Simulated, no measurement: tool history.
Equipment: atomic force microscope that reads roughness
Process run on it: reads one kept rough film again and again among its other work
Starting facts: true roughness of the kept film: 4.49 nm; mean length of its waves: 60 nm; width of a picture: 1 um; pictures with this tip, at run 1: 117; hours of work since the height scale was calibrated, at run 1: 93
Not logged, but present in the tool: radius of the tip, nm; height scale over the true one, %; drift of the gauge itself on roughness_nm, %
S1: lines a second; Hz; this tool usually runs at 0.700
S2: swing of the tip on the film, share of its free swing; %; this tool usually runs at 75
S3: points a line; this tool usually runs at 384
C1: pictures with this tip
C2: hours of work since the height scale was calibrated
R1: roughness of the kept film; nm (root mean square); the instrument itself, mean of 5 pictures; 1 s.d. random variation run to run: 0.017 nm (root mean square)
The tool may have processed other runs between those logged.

run 1 hour=0.0 | S1=0.700 S2=75 S3=384 | C1=117 C2=93 | R1=3.931
run 2 hour=14.4 | S1=0.997 S2=75 S3=384 | C1=144 C2=102 | R1=3.823
run 3 hour=35.2 | S1=0.997 S2=75 S3=628 | C1=184 C2=115 | R1=3.783
run 4 hour=51.6 | S1=1.039 S2=75 S3=384 | C1=215 C2=125 | R1=3.694
run 5 hour=70.1 | S1=1.039 S2=75 S3=384 | C1=250 C2=136 | R1=3.679
run 6 hour=87.4 | S1=1.039 S2=75 S3=384 | C1=282 C2=147 | R1=3.655
run 7 hour=107.8 | S1=0.700 S2=75 S3=465 | C1=321 C2=160 | R1=3.716
-- hour=112.3 new tip fitted
run 8 hour=122.3 | S1=0.700 S2=75 S3=465 | C1=19 C2=168 | R1=4.048
run 9 hour=135.3 | S1=0.700 S2=75 S3=465 | C1=44 C2=177 | R1=3.991
run 10 hour=148.7 | S1=0.700 S2=75 S3=465 | C1=69 C2=185 | R1=4.003
run 11 hour=159.4 | S1=0.700 S2=75 S3=384 | C1=89 C2=192 | R1=3.951
run 12 hour=171.2 | S1=0.700 S2=75 S3=327 | C1=112 C2=199 | R1=3.889
run 13 hour=192.8 | S1=0.700 S2=75 S3=384 | C1=152 C2=212 | R1=3.871
run 14 hour=205.1 | S1=0.700 S2=75 S3=384 | C1=176 C2=220 | R1=3.843
run 15 hour=226.3 | S1=0.700 S2=75 S3=384 | C1=216 C2=233 | R1=3.814
run 16 hour=238.2 | S1=0.700 S2=69 S3=451 | C1=238 C2=240 | R1=3.815

What does the tool deliver on the next run?
run 17 hour=254.9 | S1=2.652 S2=60 S3=451 | C1=270 C2=251 | R1=?

{"run 17": {"R1": 3.646}}
If the tool had no hidden condition, the same run with the same run-to-run variation would have returned R1 3.960 nm (root mean square).
